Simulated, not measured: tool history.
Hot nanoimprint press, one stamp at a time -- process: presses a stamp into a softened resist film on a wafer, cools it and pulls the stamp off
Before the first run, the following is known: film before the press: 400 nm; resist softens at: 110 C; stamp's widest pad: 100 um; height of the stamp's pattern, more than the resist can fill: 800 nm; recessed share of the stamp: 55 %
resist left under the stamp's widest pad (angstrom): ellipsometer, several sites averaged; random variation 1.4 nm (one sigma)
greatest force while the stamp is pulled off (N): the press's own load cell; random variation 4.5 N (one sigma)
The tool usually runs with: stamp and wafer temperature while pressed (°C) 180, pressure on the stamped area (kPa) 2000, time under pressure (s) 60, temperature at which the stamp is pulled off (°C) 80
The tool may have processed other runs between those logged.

run	hour	stamp and wafer temperature while pressed (°C)	pressure on the stamped area (kPa)	time under pressure (s)	temperature at which the stamp is pulled off (°C)	resist left under the stamp's widest pad (angstrom)	greatest force while the stamp is pulled off (N)
1	0	180	2000	60	80	2066	267
2	10.8	180	2000	60	71	2030	307
3	17.8	180	2000	60	71	2059	310
# hour 25.3: stamp cleaned and given a new release coat
4	29.6	180	2000	60	71	2045	245
5	40.3	180	2000	83	80	1801	218
6	50.6	180	2000	60	80	2039	222
7	61.6	180	2000	60	80	2060	215
8	70.8	180	2000	60	80	2047	232
9	79.8	180	2000	60	80	2036	224
10	87.4	180	2000	60	80	2047	224
11	95.4	180	2000	60	80	2050	223
12	105.7	180	2000	60	80	2028	225
13	111.5	180	2000	36	80	2425	229
14	116.4	180	2000	93	80	1711	228
15	124.4	180	2000	93	80	1720	233
16	134.2	182	2000	91	80	1551	239
17	145.2	186	2000	87	82	1249	235
18	153.5	180	1680	60	80	2174	236
19	164.5	180	1680	60	80	2182	241
20	174.8	180	1680	60	80	2152	237
21	181.2	169	1560	60	80	3369	242
22	191.3	169	1560	102	84	3062	235
23	197.1	169	1560	102	84	3099	231
24	201.9	169	1560	102	84	3090	226
25	210.7	169	1560	102	84	3082	230
26	220.7	188	2340	32	71	1583	287
27	231.8	177	2470	36	65	2565	294
28	237.5	180	1780	58	80	2130	250
29	247.4	170	1780	58	80	3209	253
30	254.2	170	2700	58	65	2945	310

For some of the steps in resist left under the stamp's widest pad (angstrom) from one run to the next: how much would appear even if the tool had no hidden state, given the settings, what came in and random variation, and how much remains for the hidden state plus any gauge scatter that the measured result and the result without hidden state don't share?
Hidden state present: true temperature over the reading, C; pressure that arrives at the usual setting, %; grip of the stamp's worn release coat, % over a new coat's; drift of the gauge itself on residual_nm, %; drift of the gauge itself on pull_off_n, %.
Run 17 -> 18: stamp and wafer temperature while pressed (°C) 186 -> 180, pressure on the stamped area (kPa) 2000 -> 1680, time under pressure (s) 87 -> 60, temperature at which the stamp is pulled off (°C) 82 -> 80. resist left under the stamp's widest pad (angstrom) +925: hidden state -38, all else +963.
Run 20 -> 21: stamp and wafer temperature while pressed (°C) 180 -> 169, pressure on the stamped area (kPa) 1680 -> 1560. resist left under the stamp's widest pad (angstrom) +1217: hidden state +29, all else +1188.
Run 25 -> 26: stamp and wafer temperature while pressed (°C) 169 -> 188, pressure on the stamped area (kPa) 1560 -> 2340, time under pressure (s) 102 -> 32, temperature at which the stamp is pulled off (°C) 84 -> 71. resist left under the stamp's widest pad (angstrom) -1499: hidden state +24, all else -1523.
Run 26 -> 27: stamp and wafer temperature while pressed (°C) 188 -> 177, pressure on the stamped area (kPa) 2340 -> 2470, time under pressure (s) 32 -> 36, temperature at which the stamp is pulled off (°C) 71 -> 65. resist left under the stamp's widest pad (angstrom) +982: hidden state -30, all else +1012.
Run 28 -> 29: stamp and wafer temperature while pressed (°C) 180 -> 170. resist left under the stamp's widest pad (angstrom) +1079: hidden state +17, all else +1062.
